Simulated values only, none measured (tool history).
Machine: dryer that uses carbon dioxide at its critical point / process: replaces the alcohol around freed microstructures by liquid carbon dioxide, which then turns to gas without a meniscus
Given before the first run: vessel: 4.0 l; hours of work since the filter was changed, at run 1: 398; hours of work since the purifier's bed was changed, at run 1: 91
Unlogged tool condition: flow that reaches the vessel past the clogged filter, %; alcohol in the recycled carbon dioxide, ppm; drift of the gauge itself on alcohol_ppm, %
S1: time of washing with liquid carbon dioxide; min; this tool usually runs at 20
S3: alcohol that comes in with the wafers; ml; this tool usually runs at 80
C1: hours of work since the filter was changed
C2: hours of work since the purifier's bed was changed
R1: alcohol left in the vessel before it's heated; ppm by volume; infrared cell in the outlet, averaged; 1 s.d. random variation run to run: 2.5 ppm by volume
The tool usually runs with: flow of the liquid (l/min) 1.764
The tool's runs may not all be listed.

{"run": 1, "hour": 0.0, "S1": 20, "flow of the liquid (l/min)": 1.764, "S3": 80, "C1": 398, "C2": 91, "R1": 29}
{"run": 2, "hour": 27.7, "S1": 20, "flow of the liquid (l/min)": 1.764, "S3": 80, "C1": 419, "C2": 112, "R1": 32}
{"run": 3, "hour": 55.2, "S1": 12, "flow of the liquid (l/min)": 1.764, "S3": 80, "C1": 440, "C2": 133, "R1": 361}
{"run": 4, "hour": 74.8, "S1": 12, "flow of the liquid (l/min)": 1.764, "S3": 80, "C1": 455, "C2": 147, "R1": 365}
{"run": 5, "hour": 100.9, "S1": 20, "flow of the liquid (l/min)": 1.34, "S3": 80, "C1": 475, "C2": 167, "R1": 128}
{"run": 6, "hour": 120.8, "S1": 20, "flow of the liquid (l/min)": 1.764, "S3": 80, "C1": 490, "C2": 182, "R1": 35}
{"run": 7, "hour": 149.4, "S1": 20, "flow of the liquid (l/min)": 2.39, "S3": 80, "C1": 511, "C2": 204, "R1": 14}

Run 8 is up next; what results do you expect?
{"run": 8, "hour": 173.9, "S1": 20, "flow of the liquid (l/min)": 2.39, "S3": 80, "C1": 530, "C2": 222, "R1": "?"}

Run 8 came out at R1 14 ppm by volume.
The same run, on a tool lacking any hidden state, would have yielded R1 5 ppm by volume.

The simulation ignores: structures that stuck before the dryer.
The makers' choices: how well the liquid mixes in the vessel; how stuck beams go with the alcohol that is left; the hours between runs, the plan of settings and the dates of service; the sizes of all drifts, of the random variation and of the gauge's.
